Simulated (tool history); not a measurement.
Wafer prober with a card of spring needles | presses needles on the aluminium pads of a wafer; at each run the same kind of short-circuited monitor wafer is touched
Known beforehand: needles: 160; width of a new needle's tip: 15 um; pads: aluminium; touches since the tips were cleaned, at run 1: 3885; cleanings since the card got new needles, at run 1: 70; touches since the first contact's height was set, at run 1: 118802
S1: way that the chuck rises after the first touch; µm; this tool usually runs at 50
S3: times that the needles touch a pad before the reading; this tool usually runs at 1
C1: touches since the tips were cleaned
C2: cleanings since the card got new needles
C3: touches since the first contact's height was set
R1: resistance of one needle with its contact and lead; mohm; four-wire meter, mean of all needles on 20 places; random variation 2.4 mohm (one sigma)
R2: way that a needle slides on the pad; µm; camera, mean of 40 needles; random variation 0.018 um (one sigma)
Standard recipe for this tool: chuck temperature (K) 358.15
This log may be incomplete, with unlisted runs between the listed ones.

run 1 hour=0 | S1=50 chuck_temperature_(K)=358.15 S3=1 | C1=3885 C2=70 C3=118802 | R1=362 R2=8.27
-- hour=13.6 tips cleaned on abrasive film
run 2 hour=30.8 | S1=50 chuck_temperature_(K)=358.15 S3=1 | C1=5492 C2=71 C3=128570 | R1=374 R2=8.29
-- hour=40.6 tips cleaned on abrasive film
-- hour=66.2 tips cleaned on abrasive film
run 3 hour=77.8 | S1=50 chuck_temperature_(K)=358.15 S3=1 | C1=3671 C2=73 C3=143425 | R1=356 R2=8.22
-- hour=94 tips cleaned on abrasive film
-- hour=119.7 tips cleaned on abrasive film
run 4 hour=135.9 | S1=50 chuck_temperature_(K)=358.15 S3=1 | C1=5162 C2=75 C3=161840 | R1=376 R2=8.2
-- hour=146 tips cleaned on abrasive film
-- hour=173.5 tips cleaned on abrasive film
-- hour=192.8 height of the first contact set anew
-- hour=201.5 tips cleaned on abrasive film
run 5 hour=209.4 | S1=50 chuck_temperature_(K)=358.15 S3=1 | C1=2505 C2=78 C3=5245 | R1=346 R2=8.13
-- hour=231.2 tips cleaned on abrasive film
run 6 hour=253.5 | S1=50 chuck_temperature_(K)=358.15 S3=1 | C1=7092 C2=79 C3=19235 | R1=392 R2=8.11
-- hour=256.6 tips cleaned on abrasive film
-- hour=282.7 tips cleaned on abrasive film
run 7 hour=304.8 | S1=50 chuck_temperature_(K)=355.15 S3=1 | C1=6993 C2=81 C3=35460 | R1=391 R2=8.09
-- hour=308.9 tips cleaned on abrasive film
-- hour=338.5 tips cleaned on abrasive film
run 8 hour=361.9 | S1=50 chuck_temperature_(K)=355.15 S3=1 | C1=7455 C2=83 C3=53560 | R1=389 R2=8.09
-- hour=365.3 tips cleaned on abrasive film
-- hour=391 tips cleaned on abrasive film
-- hour=419.9 tips cleaned on abrasive film
run 9 hour=424.4 | S1=50 chuck_temperature_(K)=355.15 S3=1 | C1=1430 C2=86 C3=73316 | R1=329 R2=8.08
-- hour=447.5 tips cleaned on abrasive film
-- hour=475 tips cleaned on abrasive film
run 10 hour=484.6 | S1=50 chuck_temperature_(K)=355.15 S3=1 | C1=3059 C2=88 C3=92382 | R1=358 R2=7.97
-- hour=503.5 tips cleaned on abrasive film
-- hour=530.5 tips cleaned on abrasive film
run 11 hour=539.4 | S1=50 chuck_temperature_(K)=358.15 S3=1 | C1=2823 C2=90 C3=109725 | R1=369 R2=8
-- hour=558.2 tips cleaned on abrasive film
-- hour=585.6 tips cleaned on abrasive film
run 12 hour=597.3 | S1=50 chuck_temperature_(K)=358.15 S3=1 | C1=3722 C2=92 C3=128068 | R1=364 R2=7.94
-- hour=614.6 tips cleaned on abrasive film
-- hour=630.7 height of the first contact set anew, once more
-- hour=641.9 tips cleaned on abrasive film
run 13 hour=661 | S1=50 chuck_temperature_(K)=358.15 S3=1 | C1=6088 C2=94 C3=9609 | R1=384 R2=8.39
-- hour=667.4 tips cleaned on abrasive film
-- hour=695.1 tips cleaned on abrasive film
run 14 hour=709 | S1=50 chuck_temperature_(K)=358.15 S3=1 | C1=4414 C2=96 C3=24778 | R1=373 R2=8.36
-- hour=723.3 tips cleaned on abrasive film
run 15 hour=744.7 | S1=50 chuck_temperature_(K)=358.15 S3=1 | C1=6802 C2=97 C3=36090 | R1=387 R2=8.35
-- hour=750.6 tips cleaned on abrasive film
run 16 hour=775.3 | S1=50 chuck_temperature_(K)=358.15 S3=1 | C1=7834 C2=98 C3=45785 | R1=399 R2=8.36
-- hour=779.5 tips cleaned on abrasive film
-- hour=805 tips cleaned on abrasive film
run 17 hour=806.1 | S1=58 chuck_temperature_(K)=358.15 S3=1 | C1=340 C2=100 C3=55502 | R1=288 R2=9.67
-- hour=831.5 tips cleaned on abrasive film
run 18 hour=848.5 | S1=33 chuck_temperature_(K)=306.15 S3=1 | C1=5387 C2=101 C3=68950 | R1=508 R2=5.46
-- hour=857.1 tips cleaned on abrasive film
-- hour=886.9 tips cleaned on abrasive film
run 19 hour=909.3 | S1=31 chuck_temperature_(K)=300.15 S3=1 | C1=7093 C2=103 C3=88194 | R1=573 R2=5.11
-- hour=914.7 tips cleaned on abrasive film
-- hour=940.3 tips cleaned on abrasive film
run 20 hour=940.3 | S1=31 chuck_temperature_(K)=300.15 S3=1 | C1=0 C2=105 C3=97982 | R1=296 R2=5.06
-- hour=971.3 tips cleaned on abrasive film
run 21 hour=971.7 | S1=50 chuck_temperature_(K)=371.15 S3=1 | C1=105 C2=106 C3=107924 | R1=293 R2=8.27
-- hour=996.9 tips cleaned on abrasive film
run 22 hour=1003 | S1=50 chuck_temperature_(K)=371.15 S3=1 | C1=1925 C2=107 C3=117846 | R1=347 R2=8.22
-- hour=1024.9 tips cleaned on abrasive film
-- hour=1051.4 tips cleaned on abrasive film
run 23 hour=1071 | S1=50 chuck_temperature_(K)=374.15 S3=2 | C1=6233 C2=109 C3=139393 | R1=349 R2=8.23
-- hour=1080.1 tips cleaned on abrasive film
-- hour=1109.2 tips cleaned on abrasive film
run 24 hour=1120.8 | S1=50 chuck_temperature_(K)=302.15 S3=3 | C1=3680 C2=111 C3=155142 | R1=299 R2=8.18
-- hour=1137.1 tips cleaned on abrasive film
-- hour=1162.6 tips cleaned on abrasive film
run 25 hour=1183.5 | S1=50 chuck_temperature_(K)=302.15 S3=3 | C1=6668 C2=113 C3=175026 | R1=311 R2=8.17
-- hour=1189.7 tips cleaned on abrasive film
-- hour=1199.3 height of the first contact set anew
-- hour=1217.1 tips cleaned on abrasive film
run 26 hour=1219.9 | S1=62 chuck_temperature_(K)=358.15 S3=2 | C1=908 C2=115 C3=6536 | R1=291 R2=10.45
-- hour=1245.4 tips cleaned on abrasive film
-- hour=1276 tips cleaned on abrasive film
run 27 hour=1289.8 | S1=60 chuck_temperature_(K)=308.15 S3=1 | C1=4373 C2=117 C3=28660 | R1=336 R2=10.03
-- hour=1301.9 tips cleaned on abrasive film
-- hour=1327.1 tips cleaned on abrasive film
run 28 hour=1335 | S1=50 chuck_temperature_(K)=358.15 S3=1 | C1=2482 C2=119 C3=42960 | R1=349 R2=8.33
-- hour=1355.4 tips cleaned on abrasive film
-- hour=1382.5 tips cleaned on abrasive film
run 29 hour=1397.2 | S1=34 chuck_temperature_(K)=326.15 S3=1 | C1=4678 C2=121 C3=62679 | R1=500 R2=5.62
-- hour=1408.2 tips cleaned on abrasive film
-- hour=1436.4 tips cleaned on abrasive film
run 30 hour=1440.5 | S1=34 chuck_temperature_(K)=326.15 S3=2 | C1=1285 C2=123 C3=76355 | R1=333 R2=5.62
-- hour=1463.2 tips cleaned on abrasive film
run 31 hour=1477.3 | S1=50 chuck_temperature_(K)=365.15 S3=1 | C1=4462 C2=124 C3=88026 | R1=374 R2=8.29

Branching from run 31: 3 alternative next runs. What would each branch give?
-- hour=1488.5 tips cleaned on abrasive film
-- hour=1515 tips cleaned on abrasive film
run A hour=1527.5 | S1=41 chuck_temperature_(K)=358.15 S3=1 | C1=3980 C2=126 C3=103924 | R1=? R2=?
-- hour=1488.5 tips cleaned on abrasive film
-- hour=1515 tips cleaned on abrasive film
run B hour=1527.5 | S1=50 chuck_temperature_(K)=330.15 S3=1 | C1=3980 C2=126 C3=103924 | R1=? R2=?
-- hour=1488.5 tips cleaned on abrasive film
-- hour=1515 tips cleaned on abrasive film
run C hour=1527.5 | S1=35 chuck_temperature_(K)=321.15 S3=2 | C1=3980 C2=126 C3=103924 | R1=? R2=?

run=A R1=404 R2=6.72
run=B R1=364 R2=8.25
run=C R1=387 R2=5.75
Had the tool no hidden state, the same runs would have come out as:
run=A R1=278 R2=6.86
run=B R1=272 R2=8.39
run=C R1=276 R2=5.89
